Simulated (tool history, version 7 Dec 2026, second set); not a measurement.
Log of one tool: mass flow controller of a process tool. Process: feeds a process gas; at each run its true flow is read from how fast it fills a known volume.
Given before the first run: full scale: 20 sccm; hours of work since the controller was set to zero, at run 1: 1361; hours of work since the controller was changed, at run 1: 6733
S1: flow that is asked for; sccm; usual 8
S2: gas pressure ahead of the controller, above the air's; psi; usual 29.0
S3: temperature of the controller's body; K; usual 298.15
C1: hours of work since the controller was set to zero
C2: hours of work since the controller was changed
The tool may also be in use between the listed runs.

{"run": 1, "day": 0.0, "S1": 8, "S2": 29.0, "S3": 298.15, "C1": 1361, "C2": 6733, "true flow (%)": 98.73}
{"run": 2, "day": 13.929, "S1": 8, "S2": 25.5, "S3": 298.15, "C1": 1562, "C2": 6934, "true flow (%)": 98.95}
{"run": 3, "day": 25.612, "S1": 18, "S2": 29.0, "S3": 298.15, "C1": 1730, "C2": 7102, "true flow (%)": 98.91}
{"run": 4, "day": 37.621, "S1": 18, "S2": 29.0, "S3": 298.15, "C1": 1903, "C2": 7275, "true flow (%)": 98.81}
{"run": 5, "day": 50.888, "S1": 8, "S2": 29.0, "S3": 294.15, "C1": 2094, "C2": 7466, "true flow (%)": 99.02}
{"run": 6, "day": 58.504, "S1": 2, "S2": 29.0, "S3": 298.15, "C1": 2204, "C2": 7576, "true flow (%)": 101.06}
{"run": 7, "day": 64.733, "S1": 2, "S2": 29.0, "S3": 298.15, "C1": 2294, "C2": 7666, "true flow (%)": 101.15}
{"run": 8, "day": 73.792, "S1": 2, "S2": 29.0, "S3": 298.15, "C1": 2425, "C2": 7796, "true flow (%)": 101.3}
{"run": 9, "day": 82.475, "S1": 8, "S2": 29.0, "S3": 293.15, "C1": 2550, "C2": 7921, "true flow (%)": 99.11}
{"run": 10, "day": 93.017, "S1": 8, "S2": 29.0, "S3": 293.15, "C1": 2702, "C2": 8073, "true flow (%)": 99.21}
{"run": 11, "day": 102.025, "S1": 15, "S2": 29.0, "S3": 293.15, "C1": 2831, "C2": 8203, "true flow (%)": 99.04}
{"run": 12, "day": 110.95, "S1": 15, "S2": 29.0, "S3": 293.15, "C1": 2960, "C2": 8332, "true flow (%)": 99.05}
{"run": 13, "day": 122.533, "S1": 15, "S2": 29.0, "S3": 293.15, "C1": 3127, "C2": 8499, "true flow (%)": 98.97}
{"run": 14, "day": 131.15, "S1": 15, "S2": 29.0, "S3": 293.15, "C1": 3251, "C2": 8623, "true flow (%)": 98.93}
{"run": 15, "day": 142.538, "S1": 8, "S2": 29.0, "S3": 298.15, "C1": 3415, "C2": 8787, "true flow (%)": 99.11}
{"day": 150.821, "done": "controller exchanged for a calibrated one"}
{"run": 16, "day": 151.125, "S1": 6, "S2": 29.0, "S3": 298.15, "C1": 4, "C2": 4, "true flow (%)": 99.55}
{"run": 17, "day": 161.246, "S1": 3, "S2": 28.0, "S3": 303.15, "C1": 150, "C2": 150, "true flow (%)": 99.65}
{"run": 18, "day": 168.742, "S1": 4, "S2": 20.9, "S3": 298.15, "C1": 258, "C2": 258, "true flow (%)": 100.01}
{"run": 19, "day": 178.296, "S1": 4, "S2": 20.9, "S3": 298.15, "C1": 396, "C2": 396, "true flow (%)": 100.0}
{"run": 20, "day": 189.996, "S1": 8, "S2": 29.0, "S3": 313.15, "C1": 565, "C2": 565, "true flow (%)": 99.24}
{"run": 21, "day": 201.296, "S1": 8, "S2": 29.0, "S3": 313.15, "C1": 727, "C2": 727, "true flow (%)": 99.22}
{"run": 22, "day": 210.138, "S1": 8, "S2": 40.0, "S3": 300.15, "C1": 855, "C2": 855, "true flow (%)": 99.39}
{"run": 23, "day": 217.596, "S1": 8, "S2": 40.0, "S3": 300.15, "C1": 962, "C2": 962, "true flow (%)": 99.39}
{"run": 24, "day": 223.862, "S1": 8, "S2": 40.0, "S3": 300.15, "C1": 1053, "C2": 1053, "true flow (%)": 99.42}
{"run": 25, "day": 233.333, "S1": 11, "S2": 40.0, "S3": 311.15, "C1": 1189, "C2": 1189, "true flow (%)": 99.11}
{"run": 26, "day": 241.888, "S1": 9, "S2": 31.2, "S3": 295.15, "C1": 1312, "C2": 1312, "true flow (%)": 99.8}
{"run": 27, "day": 249.508, "S1": 8, "S2": 31.2, "S3": 297.15, "C1": 1422, "C2": 1422, "true flow (%)": 99.73}
{"run": 28, "day": 263.108, "S1": 5, "S2": 31.2, "S3": 306.15, "C1": 1618, "C2": 1618, "true flow (%)": 99.85}
{"run": 29, "day": 273.917, "S1": 8, "S2": 35.7, "S3": 295.15, "C1": 1774, "C2": 1774, "true flow (%)": 99.77}
{"run": 30, "day": 280.458, "S1": 8, "S2": 28.6, "S3": 293.15, "C1": 1868, "C2": 1868, "true flow (%)": 100.02}
{"run": 31, "day": 292.246, "S1": 8, "S2": 27.8, "S3": 300.15, "C1": 2038, "C2": 2038, "true flow (%)": 99.88}

Branching from run 31: 4 alternative next runs. What would each branch give?
{"run": "A", "day": 300.279, "S1": 6, "S2": 27.8, "S3": 300.15, "C1": 2154, "C2": 2154, "true flow (%)": "?"}
{"run": "B", "day": 300.279, "S1": 7, "S2": 25.8, "S3": 303.15, "C1": 2154, "C2": 2154, "true flow (%)": "?"}
{"run": "C", "day": 300.279, "S1": 5, "S2": 27.8, "S3": 300.15, "C1": 2154, "C2": 2154, "true flow (%)": "?"}
{"run": "D", "day": 300.279, "S1": 12, "S2": 32.1, "S3": 296.15, "C1": 2154, "C2": 2154, "true flow (%)": "?"}

run=A true_flow_(%)=100.03
run=B true_flow_(%)=99.97
run=C true_flow_(%)=100.23
run=D true_flow_(%)=99.67
Stripped of hidden state, with their random variation kept, the same runs would have yielded:
run=A true_flow_(%)=99.43
run=B true_flow_(%)=99.52
run=C true_flow_(%)=99.41
run=D true_flow_(%)=99.62
